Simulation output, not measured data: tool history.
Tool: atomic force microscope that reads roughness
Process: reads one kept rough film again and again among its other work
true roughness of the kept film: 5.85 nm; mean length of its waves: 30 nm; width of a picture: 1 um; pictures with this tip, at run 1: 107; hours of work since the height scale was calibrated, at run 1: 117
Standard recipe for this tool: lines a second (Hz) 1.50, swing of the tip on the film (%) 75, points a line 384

run,hour,lines a second (Hz),swing of the tip on the film (%),points a line,pictures with this tip,hours of work since the height scale was calibrated,roughness of the kept film (nm (root mean square))
1,0.0,1.50,75,384,107,117,4.682
2,5.2,1.50,75,384,115,120,4.668
3,10.1,1.50,75,384,123,122,4.677
4,20.2,1.56,75,384,139,128,4.673
5,25.9,1.56,75,384,148,131,4.626
6,30.4,1.56,75,384,155,133,4.631
7,36.1,1.56,75,384,164,137,4.658
8,40.9,1.50,75,452,172,139,4.632
9,51.7,0.65,75,384,189,145,4.914
10,61.2,1.50,75,384,204,150,4.676
11,70.0,1.50,75,384,218,155,4.637
12,76.8,1.50,75,384,229,159,4.657
13,85.3,1.50,75,384,242,164,4.697
14,94.4,1.50,75,949,257,169,4.687
15,102.7,1.50,83,546,270,173,4.480
16,112.4,0.82,75,775,285,179,4.891
# hour 114.2: new tip fitted
17,121.4,0.82,75,775,12,183,4.894
18,131.6,0.69,79,775,28,189,4.879
19,142.7,0.69,79,775,45,195,4.903
20,150.9,1.53,74,445,58,200,4.664
21,158.5,1.50,75,282,70,204,4.603
22,164.5,1.50,78,282,80,207,4.559
23,171.1,1.50,70,384,90,211,4.792

Hidden condition of the tool, last listed run before each entry between runs versus first listed run after:
Run 16 -> run 17: new tip fitted (hour 114.2)
  radius of the tip, nm: 5.2 -> 5
